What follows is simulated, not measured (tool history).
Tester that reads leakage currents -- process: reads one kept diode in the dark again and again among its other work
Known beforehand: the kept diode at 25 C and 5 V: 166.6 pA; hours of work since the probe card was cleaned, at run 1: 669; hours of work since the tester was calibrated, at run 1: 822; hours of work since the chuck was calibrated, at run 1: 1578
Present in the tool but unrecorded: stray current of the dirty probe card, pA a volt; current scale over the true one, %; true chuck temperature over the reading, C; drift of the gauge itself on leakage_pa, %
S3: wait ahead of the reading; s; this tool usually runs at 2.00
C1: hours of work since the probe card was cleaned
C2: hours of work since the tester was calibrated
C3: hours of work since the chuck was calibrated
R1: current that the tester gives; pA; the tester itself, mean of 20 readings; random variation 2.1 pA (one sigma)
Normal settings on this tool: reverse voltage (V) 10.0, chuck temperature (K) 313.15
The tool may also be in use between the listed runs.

run 1 hour=0.0 | reverse_voltage_(V)=10.0 chuck_temperature_(K)=313.15 S3=2.00 | C1=669 C2=822 C3=1578 | R1=703.15
run 2 hour=38.2 | reverse_voltage_(V)=10.0 chuck_temperature_(K)=313.15 S3=2.00 | C1=691 C2=844 C3=1601 | R1=700.35
run 3 hour=66.2 | reverse_voltage_(V)=10.0 chuck_temperature_(K)=313.15 S3=2.00 | C1=707 C2=861 C3=1617 | R1=702.04
run 4 hour=98.5 | reverse_voltage_(V)=10.0 chuck_temperature_(K)=313.15 S3=2.00 | C1=726 C2=879 C3=1636 | R1=705.10
run 5 hour=117.9 | reverse_voltage_(V)=10.0 chuck_temperature_(K)=313.15 S3=2.00 | C1=737 C2=891 C3=1647 | R1=702.48
run 6 hour=151.0 | reverse_voltage_(V)=10.0 chuck_temperature_(K)=313.15 S3=2.00 | C1=756 C2=910 C3=1666 | R1=707.43
run 7 hour=171.6 | reverse_voltage_(V)=10.0 chuck_temperature_(K)=313.15 S3=2.00 | C1=768 C2=922 C3=1678 | R1=702.75
run 8 hour=198.3 | reverse_voltage_(V)=10.0 chuck_temperature_(K)=313.15 S3=2.00 | C1=784 C2=937 C3=1694 | R1=708.00
run 9 hour=228.2 | reverse_voltage_(V)=10.0 chuck_temperature_(K)=313.15 S3=2.00 | C1=801 C2=955 C3=1711 | R1=704.27
run 10 hour=251.2 | reverse_voltage_(V)=10.0 chuck_temperature_(K)=313.15 S3=2.00 | C1=815 C2=968 C3=1725 | R1=702.38
run 11 hour=289.1 | reverse_voltage_(V)=10.0 chuck_temperature_(K)=313.15 S3=2.00 | C1=837 C2=990 C3=1747 | R1=705.60
run 12 hour=324.0 | reverse_voltage_(V)=10.0 chuck_temperature_(K)=293.15 S3=2.00 | C1=857 C2=1011 C3=1767 | R1=157.66
run 13 hour=341.9 | reverse_voltage_(V)=10.0 chuck_temperature_(K)=318.15 S3=2.00 | C1=868 C2=1021 C3=1777 | R1=990.76
run 14 hour=366.3 | reverse_voltage_(V)=10.0 chuck_temperature_(K)=318.15 S3=2.00 | C1=882 C2=1035 C3=1792 | R1=992.29
run 15 hour=397.1 | reverse_voltage_(V)=10.0 chuck_temperature_(K)=318.15 S3=2.00 | C1=900 C2=1053 C3=1810 | R1=993.20
run 16 hour=427.7 | reverse_voltage_(V)=10.0 chuck_temperature_(K)=318.15 S3=2.00 | C1=918 C2=1071 C3=1827 | R1=994.31
run 17 hour=461.0 | reverse_voltage_(V)=10.0 chuck_temperature_(K)=313.15 S3=2.00 | C1=937 C2=1090 C3=1847 | R1=700.84
run 18 hour=484.7 | reverse_voltage_(V)=2.9 chuck_temperature_(K)=313.15 S3=2.00 | C1=951 C2=1104 C3=1861 | R1=388.63
run 19 hour=513.5 | reverse_voltage_(V)=2.9 chuck_temperature_(K)=313.15 S3=2.00 | C1=967 C2=1121 C3=1877 | R1=385.59
run 20 hour=541.8 | reverse_voltage_(V)=2.9 chuck_temperature_(K)=296.15 S3=2.00 | C1=984 C2=1137 C3=1894 | R1=109.65
run 21 hour=563.0 | reverse_voltage_(V)=3.2 chuck_temperature_(K)=308.15 S3=1.71 | C1=996 C2=1150 C3=1906 | R1=283.70
run 22 hour=587.6 | reverse_voltage_(V)=3.2 chuck_temperature_(K)=308.15 S3=1.71 | C1=1011 C2=1164 C3=1920 | R1=284.16
run 23 hour=622.9 | reverse_voltage_(V)=1.3 chuck_temperature_(K)=332.15 S3=0.76 | C1=1031 C2=1185 C3=1941 | R1=919.08
run 24 hour=661.2 | reverse_voltage_(V)=2.5 chuck_temperature_(K)=295.15 S3=0.34 | C1=1053 C2=1207 C3=1963 | R1=94.63
-- hour=677.2 chuck's temperature calibrated
run 25 hour=684.8 | reverse_voltage_(V)=10.0 chuck_temperature_(K)=301.15 S3=5.57 | C1=1066 C2=1220 C3=4 | R1=293.03
run 26 hour=708.1 | reverse_voltage_(V)=3.8 chuck_temperature_(K)=294.15 S3=0.65 | C1=1080 C2=1233 C3=18 | R1=107.43
run 27 hour=731.8 | reverse_voltage_(V)=7.4 chuck_temperature_(K)=297.15 S3=2.00 | C1=1093 C2=1247 C3=32 | R1=187.15
run 28 hour=770.7 | reverse_voltage_(V)=7.4 chuck_temperature_(K)=320.15 S3=0.70 | C1=1116 C2=1270 C3=54 | R1=980.47
run 29 hour=791.6 | reverse_voltage_(V)=7.4 chuck_temperature_(K)=320.15 S3=0.70 | C1=1128 C2=1282 C3=67 | R1=982.39
run 30 hour=822.3 | reverse_voltage_(V)=3.1 chuck_temperature_(K)=320.15 S3=2.00 | C1=1146 C2=1300 C3=85 | R1=643.37
run 31 hour=860.5 | reverse_voltage_(V)=1.1 chuck_temperature_(K)=320.15 S3=3.03 | C1=1168 C2=1322 C3=107 | R1=390.69
run 32 hour=884.8 | reverse_voltage_(V)=2.1 chuck_temperature_(K)=313.15 S3=2.00 | C1=1182 C2=1336 C3=121 | R1=331.04
run 33 hour=922.3 | reverse_voltage_(V)=1.1 chuck_temperature_(K)=312.15 S3=0.45 | C1=1204 C2=1358 C3=143 | R1=224.12
run 34 hour=944.1 | reverse_voltage_(V)=1.2 chuck_temperature_(K)=295.15 S3=2.00 | C1=1217 C2=1370 C3=155 | R1=66.13
run 35 hour=963.4 | reverse_voltage_(V)=1.2 chuck_temperature_(K)=295.15 S3=2.00 | C1=1228 C2=1382 C3=167 | R1=66.33
run 36 hour=1001.7 | reverse_voltage_(V)=10.0 chuck_temperature_(K)=293.15 S3=4.81 | C1=1250 C2=1404 C3=189 | R1=157.69
run 37 hour=1028.2 | reverse_voltage_(V)=2.0 chuck_temperature_(K)=296.15 S3=0.36 | C1=1266 C2=1419 C3=204 | R1=91.14
run 38 hour=1054.3 | reverse_voltage_(V)=10.0 chuck_temperature_(K)=297.15 S3=4.91 | C1=1281 C2=1435 C3=220 | R1=216.97

What will run 39 give?
run 39 hour=1083.6 | reverse_voltage_(V)=10.0 chuck_temperature_(K)=297.15 S3=4.91 | C1=1298 C2=1452 C3=237 | R1=?

{"run 39": {"R1": 214.7}}
Take away the tool's hidden state, keep the run-to-run variation as it was, and the same run would have given R1 214.67 pA.

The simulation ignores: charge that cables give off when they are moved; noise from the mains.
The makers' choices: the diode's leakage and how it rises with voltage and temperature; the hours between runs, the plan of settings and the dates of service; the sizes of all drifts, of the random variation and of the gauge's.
